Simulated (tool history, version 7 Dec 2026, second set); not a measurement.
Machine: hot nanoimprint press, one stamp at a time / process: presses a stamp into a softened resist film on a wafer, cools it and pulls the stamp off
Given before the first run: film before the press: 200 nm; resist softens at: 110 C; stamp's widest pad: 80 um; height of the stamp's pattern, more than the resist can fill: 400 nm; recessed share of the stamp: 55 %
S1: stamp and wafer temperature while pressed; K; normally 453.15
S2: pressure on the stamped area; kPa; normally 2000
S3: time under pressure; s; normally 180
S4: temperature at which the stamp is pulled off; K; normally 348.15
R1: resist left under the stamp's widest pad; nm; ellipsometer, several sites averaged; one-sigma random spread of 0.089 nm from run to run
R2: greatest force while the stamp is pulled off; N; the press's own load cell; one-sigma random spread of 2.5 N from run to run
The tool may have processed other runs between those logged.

run 1 day=0 | S1=453.15 S2=2000 S3=180 S4=348.15 | R1=71.75 R2=112
run 2 day=2.096 | S1=453.15 S2=2000 S3=180 S4=348.15 | R1=71.73 R2=114
run 3 day=3.179 | S1=453.15 S2=2000 S3=180 S4=348.15 | R1=71.74 R2=111
run 4 day=5.358 | S1=453.15 S2=2000 S3=180 S4=348.15 | R1=71.68 R2=116
run 5 day=7.017 | S1=453.15 S2=2000 S3=180 S4=348.15 | R1=71.72 R2=114
run 6 day=8.629 | S1=453.15 S2=2000 S3=180 S4=348.15 | R1=71.79 R2=114
run 7 day=10.871 | S1=453.15 S2=2000 S3=180 S4=348.15 | R1=71.65 R2=118
run 8 day=12.329 | S1=453.15 S2=2000 S3=180 S4=342.15 | R1=71.78 R2=126
run 9 day=14.308 | S1=453.15 S2=2000 S3=137 S4=342.15 | R1=80.55 R2=136
-- day=16.175 plate thermocouple calibrated
run 10 day=16.638 | S1=453.15 S2=2000 S3=137 S4=342.15 | R1=80.51 R2=129
-- day=17.625 press's hydraulic seals changed and the load cell set to zero
run 11 day=17.958 | S1=453.15 S2=2000 S3=175 S4=348.15 | R1=72.62 R2=122
run 12 day=19.362 | S1=453.15 S2=2000 S3=175 S4=348.15 | R1=72.63 R2=117
run 13 day=21.133 | S1=453.15 S2=2000 S3=175 S4=348.15 | R1=72.66 R2=118
run 14 day=23.35 | S1=453.15 S2=1630 S3=180 S4=348.15 | R1=78.55 R2=115
run 15 day=24.975 | S1=453.15 S2=1630 S3=180 S4=348.15 | R1=78.69 R2=118
-- day=25.558 stamp cleaned and given a new release coat
run 16 day=26.867 | S1=459.15 S2=1630 S3=180 S4=347.15 | R1=63.22 R2=120
run 17 day=27.958 | S1=453.15 S2=3180 S3=180 S4=348.15 | R1=57.84 R2=116
run 18 day=29.171 | S1=453.15 S2=2000 S3=180 S4=352.15 | R1=71.76 R2=106
run 19 day=30.262 | S1=453.15 S2=2000 S3=106 S4=352.15 | R1=89.12 R2=106
run 20 day=31.671 | S1=446.15 S2=1790 S3=256 S4=334.15 | R1=85.22 R2=151
run 21 day=33.212 | S1=454.15 S2=1790 S3=256 S4=334.15 | R1=62.18 R2=155
run 22 day=34.892 | S1=454.15 S2=1790 S3=256 S4=334.15 | R1=62.36 R2=153
run 23 day=36.442 | S1=454.15 S2=2010 S3=256 S4=334.15 | R1=59.08 R2=155
run 24 day=38.208 | S1=462.15 S2=2000 S3=284 S4=333.15 | R1=41.71 R2=157
-- day=39.167 plate thermocouple calibrated
run 25 day=39.696 | S1=450.15 S2=1280 S3=149 S4=341.15 | R1=103.82 R2=140
run 26 day=41.717 | S1=453.15 S2=2000 S3=222 S4=350.15 | R1=65.46 R2=106
run 27 day=43.296 | S1=453.15 S2=2000 S3=209 S4=334.15 | R1=67.18 R2=160
run 28 day=45.262 | S1=451.15 S2=3150 S3=127 S4=354.15 | R1=73.26 R2=101
run 29 day=46.471 | S1=451.15 S2=3150 S3=127 S4=335.15 | R1=73.25 R2=155

Predict each of these 3 candidate next runs independently; none follows another, all start after run 29:
run A day=47.696 | S1=451.15 S2=1260 S3=127 S4=335.15 | R1=? R2=?
run B day=47.696 | S1=453.15 S2=1930 S3=180 S4=348.15 | R1=? R2=?
run C day=47.696 | S1=452.15 S2=1690 S3=302 S4=335.15 | R1=? R2=?

run=A R1=106.9 R2=155
run=B R1=72.87 R2=114
run=C R1=64.3 R2=150
Without the tool's hidden state the same runs would have given:
run=A R1=106.89 R2=153
run=B R1=72.85 R2=113
run=C R1=64.29 R2=148
